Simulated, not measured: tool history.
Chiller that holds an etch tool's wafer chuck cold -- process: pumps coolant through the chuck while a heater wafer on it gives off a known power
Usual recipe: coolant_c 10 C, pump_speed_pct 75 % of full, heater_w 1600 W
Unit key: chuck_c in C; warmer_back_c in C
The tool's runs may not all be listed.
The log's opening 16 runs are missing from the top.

run    hour  coolant_c  pump_speed_pct  heater_w  chuck_c  warmer_back_c
 17  1331.2          6              75      2242     24.7           8.67
 18  1428.0         17              97      1600     28.2           4.83
     1444.1  -- coolant pump overhauled
 19  1550.9         13              67      1600     27.7           7.14
 20  1661.7          2              88      1472     13.4           4.99
 21  1734.9         13              74      1713     28.2           7.05
 22  1797.7         16              79      1757     30.8           6.71
 23  1905.9         10              84      1600     23.1           5.78
     1971.1  -- chiller's thermometer calibrated
 24  2004.2         10              75       900     17.8           3.53
 25  2062.5         16              79      1019     24.4           3.96
 26  2121.1         11              79      1019     19.4           3.90
     2180.8  -- coolant pump overhauled, once more
 27  2249.9         11              79      1019     18.8           3.46
 28  2342.9         11              79      1019     19.0           3.49
     2396.1  -- coolant changed, channels flushed
 29  2441.2         10              75      1172     18.5           4.23
 30  2562.3         10              75      1172     18.5           4.22
 31  2635.4          7              74      1060     14.7           3.95
 32  2747.4          7              74      1060     14.8           3.86

Consider 4 possible next runs. They are alternatives, not a sequence: every one starts from the tool as it was left by run 32. What does each give?
  A  2846.4         15              74      1060        ?              ?
  B  2846.4         10              75      1052        ?              ?
  C  2846.4         12              74      1203        ?              ?
  D  2846.4          7              75      1600        ?              ?

run  chuck_c  warmer_back_c
  A     22.6           3.97
  B     17.7           3.84
  C     20.8           4.45
  D     18.6           5.79
Take away the tool's hidden state, keep each run's random variation, and the runs would have read:
run  chuck_c  warmer_back_c
  A     22.2           3.87
  B     17.3           3.74
  C     20.4           4.34
  D     18.1           5.64

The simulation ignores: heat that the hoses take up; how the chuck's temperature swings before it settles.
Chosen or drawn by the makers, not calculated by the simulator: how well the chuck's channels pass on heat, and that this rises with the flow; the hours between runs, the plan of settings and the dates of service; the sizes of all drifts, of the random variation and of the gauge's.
